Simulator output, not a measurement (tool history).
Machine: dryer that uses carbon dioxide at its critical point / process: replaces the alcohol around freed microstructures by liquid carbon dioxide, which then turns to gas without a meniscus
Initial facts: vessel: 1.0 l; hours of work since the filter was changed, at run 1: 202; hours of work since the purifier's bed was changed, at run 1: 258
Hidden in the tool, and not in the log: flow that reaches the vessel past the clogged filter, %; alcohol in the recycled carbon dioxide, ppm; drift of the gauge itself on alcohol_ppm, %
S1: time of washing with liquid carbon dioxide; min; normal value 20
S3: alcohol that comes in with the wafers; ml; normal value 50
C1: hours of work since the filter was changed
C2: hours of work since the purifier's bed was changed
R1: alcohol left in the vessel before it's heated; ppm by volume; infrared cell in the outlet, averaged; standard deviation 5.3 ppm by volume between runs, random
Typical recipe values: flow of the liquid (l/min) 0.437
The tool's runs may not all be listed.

{"run": 1, "hour": 0.0, "S1": 20, "flow of the liquid (l/min)": 0.437, "S3": 50, "C1": 202, "C2": 258, "R1": 213}
{"run": 2, "hour": 50.7, "S1": 20, "flow of the liquid (l/min)": 0.415, "S3": 50, "C1": 239, "C2": 296, "R1": 283}
{"run": 3, "hour": 99.0, "S1": 20, "flow of the liquid (l/min)": 0.415, "S3": 50, "C1": 275, "C2": 331, "R1": 306}
{"run": 4, "hour": 149.6, "S1": 20, "flow of the liquid (l/min)": 0.415, "S3": 50, "C1": 312, "C2": 368, "R1": 333}
{"run": 5, "hour": 181.8, "S1": 20, "flow of the liquid (l/min)": 0.437, "S3": 50, "C1": 336, "C2": 392, "R1": 278}
{"run": 6, "hour": 230.5, "S1": 16, "flow of the liquid (l/min)": 0.437, "S3": 50, "C1": 371, "C2": 428, "R1": 743}
{"run": 7, "hour": 259.8, "S1": 16, "flow of the liquid (l/min)": 0.437, "S3": 50, "C1": 393, "C2": 449, "R1": 787}
{"run": 8, "hour": 298.6, "S1": 16, "flow of the liquid (l/min)": 0.437, "S3": 50, "C1": 421, "C2": 477, "R1": 822}
{"run": 9, "hour": 366.5, "S1": 16, "flow of the liquid (l/min)": 0.437, "S3": 50, "C1": 471, "C2": 527, "R1": 899}
{"hour": 383.2, "done": "inlet filter changed"}
{"run": 10, "hour": 395.8, "S1": 16, "flow of the liquid (l/min)": 0.437, "S3": 50, "C1": 9, "C2": 548, "R1": 476}
{"run": 11, "hour": 465.7, "S1": 16, "flow of the liquid (l/min)": 0.437, "S3": 50, "C1": 61, "C2": 599, "R1": 507}
{"run": 12, "hour": 503.3, "S1": 20, "flow of the liquid (l/min)": 0.437, "S3": 50, "C1": 88, "C2": 627, "R1": 241}
{"run": 13, "hour": 563.7, "S1": 20, "flow of the liquid (l/min)": 0.437, "S3": 50, "C1": 132, "C2": 671, "R1": 253}
{"run": 14, "hour": 597.7, "S1": 20, "flow of the liquid (l/min)": 0.437, "S3": 50, "C1": 157, "C2": 696, "R1": 261}
{"run": 15, "hour": 646.3, "S1": 31, "flow of the liquid (l/min)": 0.437, "S3": 47, "C1": 193, "C2": 732, "R1": 135}
{"run": 16, "hour": 708.7, "S1": 19, "flow of the liquid (l/min)": 0.276, "S3": 53, "C1": 239, "C2": 778, "R1": 1935}
{"hour": 743.5, "done": "purifier's bed changed"}
{"run": 17, "hour": 777.9, "S1": 24, "flow of the liquid (l/min)": 0.363, "S3": 34, "C1": 287, "C2": 25, "R1": 140}
{"run": 18, "hour": 813.2, "S1": 24, "flow of the liquid (l/min)": 0.363, "S3": 34, "C1": 313, "C2": 51, "R1": 142}
{"run": 19, "hour": 856.0, "S1": 24, "flow of the liquid (l/min)": 0.437, "S3": 52, "C1": 345, "C2": 83, "R1": 88}
{"run": 20, "hour": 917.1, "S1": 13, "flow of the liquid (l/min)": 0.365, "S3": 27, "C1": 389, "C2": 127, "R1": 1472}
{"run": 21, "hour": 971.1, "S1": 13, "flow of the liquid (l/min)": 0.365, "S3": 27, "C1": 429, "C2": 167, "R1": 1602}
{"run": 22, "hour": 1016.3, "S1": 30, "flow of the liquid (l/min)": 0.327, "S3": 89, "C1": 462, "C2": 200, "R1": 293}
{"hour": 1043.3, "done": "inlet filter changed"}
{"run": 23, "hour": 1052.0, "S1": 27, "flow of the liquid (l/min)": 0.554, "S3": 50, "C1": 6, "C2": 226, "R1": 48}
{"run": 24, "hour": 1114.1, "S1": 12, "flow of the liquid (l/min)": 0.615, "S3": 50, "C1": 52, "C2": 271, "R1": 369}
{"run": 25, "hour": 1175.2, "S1": 12, "flow of the liquid (l/min)": 0.615, "S3": 50, "C1": 97, "C2": 316, "R1": 396}
{"run": 26, "hour": 1203.8, "S1": 12, "flow of the liquid (l/min)": 0.437, "S3": 94, "C1": 118, "C2": 337, "R1": 2814}
{"run": 27, "hour": 1256.5, "S1": 18, "flow of the liquid (l/min)": 0.396, "S3": 41, "C1": 156, "C2": 376, "R1": 428}
{"run": 28, "hour": 1313.2, "S1": 16, "flow of the liquid (l/min)": 0.388, "S3": 41, "C1": 198, "C2": 417, "R1": 793}

Branching from run 28: 4 alternative next runs. What would each branch give?
{"run": "A", "hour": 1346.9, "S1": 14, "flow of the liquid (l/min)": 0.453, "S3": 118, "C1": 223, "C2": 442, "R1": "?"}
{"run": "B", "hour": 1346.9, "S1": 16, "flow of the liquid (l/min)": 0.39, "S3": 54, "C1": 223, "C2": 442, "R1": "?"}
{"run": "C", "hour": 1346.9, "S1": 32, "flow of the liquid (l/min)": 0.573, "S3": 35, "C1": 223, "C2": 442, "R1": "?"}
{"run": "D", "hour": 1346.9, "S1": 17, "flow of the liquid (l/min)": 0.388, "S3": 59, "C1": 223, "C2": 442, "R1": "?"}

run=A R1=1949
run=B R1=990
run=C R1=82
run=D R1=864
Stripped of hidden state, with their random variation kept, the same runs would have yielded:
run=A R1=1327
run=B R1=656
run=C R1=10
run=D R1=552

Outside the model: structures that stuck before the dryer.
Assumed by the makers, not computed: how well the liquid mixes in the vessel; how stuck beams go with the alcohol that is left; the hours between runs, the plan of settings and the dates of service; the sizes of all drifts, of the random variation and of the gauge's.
